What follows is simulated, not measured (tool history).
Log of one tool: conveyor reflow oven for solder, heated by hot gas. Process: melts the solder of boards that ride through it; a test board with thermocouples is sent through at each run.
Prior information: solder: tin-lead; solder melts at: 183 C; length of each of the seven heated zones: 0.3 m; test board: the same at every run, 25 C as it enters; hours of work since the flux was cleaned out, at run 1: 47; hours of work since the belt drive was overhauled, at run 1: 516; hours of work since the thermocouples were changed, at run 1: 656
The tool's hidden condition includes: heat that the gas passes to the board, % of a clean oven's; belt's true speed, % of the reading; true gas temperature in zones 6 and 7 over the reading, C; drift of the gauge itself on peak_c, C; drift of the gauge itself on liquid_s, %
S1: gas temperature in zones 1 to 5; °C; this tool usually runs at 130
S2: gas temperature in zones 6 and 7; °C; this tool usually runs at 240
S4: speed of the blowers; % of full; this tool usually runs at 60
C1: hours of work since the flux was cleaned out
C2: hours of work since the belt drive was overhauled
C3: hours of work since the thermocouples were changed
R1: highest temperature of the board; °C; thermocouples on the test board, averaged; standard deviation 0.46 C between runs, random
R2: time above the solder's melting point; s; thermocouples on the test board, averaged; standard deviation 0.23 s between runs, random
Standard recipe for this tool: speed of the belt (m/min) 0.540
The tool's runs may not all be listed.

run 1 hour=0.0 | S1=130 S2=240 speed_of_the_belt_(m/min)=0.540 S4=60 | C1=47 C2=516 C3=656 | R1=222.2 R2=51.8
run 2 hour=17.8 | S1=130 S2=240 speed_of_the_belt_(m/min)=0.540 S4=60 | C1=59 C2=528 C3=668 | R1=221.6 R2=51.4
run 3 hour=36.7 | S1=130 S2=240 speed_of_the_belt_(m/min)=0.540 S4=60 | C1=72 C2=541 C3=681 | R1=222.4 R2=51.7
run 4 hour=50.0 | S1=130 S2=240 speed_of_the_belt_(m/min)=0.540 S4=60 | C1=81 C2=550 C3=690 | R1=221.7 R2=51.4
run 5 hour=69.1 | S1=130 S2=240 speed_of_the_belt_(m/min)=0.540 S4=60 | C1=94 C2=563 C3=703 | R1=222.2 R2=51.4
run 6 hour=83.8 | S1=130 S2=240 speed_of_the_belt_(m/min)=0.540 S4=60 | C1=104 C2=573 C3=713 | R1=222.2 R2=51.4
run 7 hour=102.4 | S1=130 S2=235 speed_of_the_belt_(m/min)=0.540 S4=60 | C1=116 C2=586 C3=725 | R1=216.9 R2=48.1
run 8 hour=122.2 | S1=130 S2=235 speed_of_the_belt_(m/min)=0.540 S4=60 | C1=130 C2=599 C3=739 | R1=217.5 R2=48.4
run 9 hour=133.3 | S1=130 S2=235 speed_of_the_belt_(m/min)=0.540 S4=60 | C1=137 C2=607 C3=746 | R1=216.7 R2=48.3
run 10 hour=146.1 | S1=130 S2=235 speed_of_the_belt_(m/min)=0.540 S4=60 | C1=146 C2=615 C3=755 | R1=217.4 R2=47.9
run 11 hour=169.3 | S1=130 S2=240 speed_of_the_belt_(m/min)=0.540 S4=85 | C1=162 C2=631 C3=771 | R1=226.2 R2=54.3
run 12 hour=187.5 | S1=130 S2=240 speed_of_the_belt_(m/min)=0.540 S4=85 | C1=174 C2=643 C3=783 | R1=225.2 R2=54.2
run 13 hour=199.1 | S1=130 S2=240 speed_of_the_belt_(m/min)=0.441 S4=60 | C1=182 C2=651 C3=791 | R1=226.5 R2=68.0
run 14 hour=210.3 | S1=130 S2=240 speed_of_the_belt_(m/min)=0.540 S4=67 | C1=190 C2=659 C3=799 | R1=223.0 R2=52.1
run 15 hour=232.3 | S1=143 S2=240 speed_of_the_belt_(m/min)=0.540 S4=60 | C1=205 C2=674 C3=814 | R1=222.2 R2=55.9
run 16 hour=255.0 | S1=130 S2=240 speed_of_the_belt_(m/min)=0.564 S4=60 | C1=220 C2=689 C3=829 | R1=218.9 R2=47.2
run 17 hour=279.3 | S1=135 S2=248 speed_of_the_belt_(m/min)=0.650 S4=71 | C1=237 C2=706 C3=845 | R1=223.9 R2=44.8
run 18 hour=296.0 | S1=135 S2=248 speed_of_the_belt_(m/min)=0.650 S4=71 | C1=248 C2=717 C3=857 | R1=224.1 R2=44.5
run 19 hour=309.9 | S1=121 S2=248 speed_of_the_belt_(m/min)=0.650 S4=71 | C1=257 C2=727 C3=866 | R1=220.4 R2=39.9
run 20 hour=332.0 | S1=127 S2=232 speed_of_the_belt_(m/min)=0.467 S4=83 | C1=272 C2=742 C3=881 | R1=220.0 R2=59.5

Run 21 is up next; what results do you expect?
run 21 hour=345.6 | S1=117 S2=232 speed_of_the_belt_(m/min)=0.467 S4=83 | C1=282 C2=751 C3=891 | R1=? R2=?

R1: 220.1 °C
R2: 56.3 s
The same run, on a tool lacking any hidden state, would have yielded R1 224.1 °C, R2 58.6 s.

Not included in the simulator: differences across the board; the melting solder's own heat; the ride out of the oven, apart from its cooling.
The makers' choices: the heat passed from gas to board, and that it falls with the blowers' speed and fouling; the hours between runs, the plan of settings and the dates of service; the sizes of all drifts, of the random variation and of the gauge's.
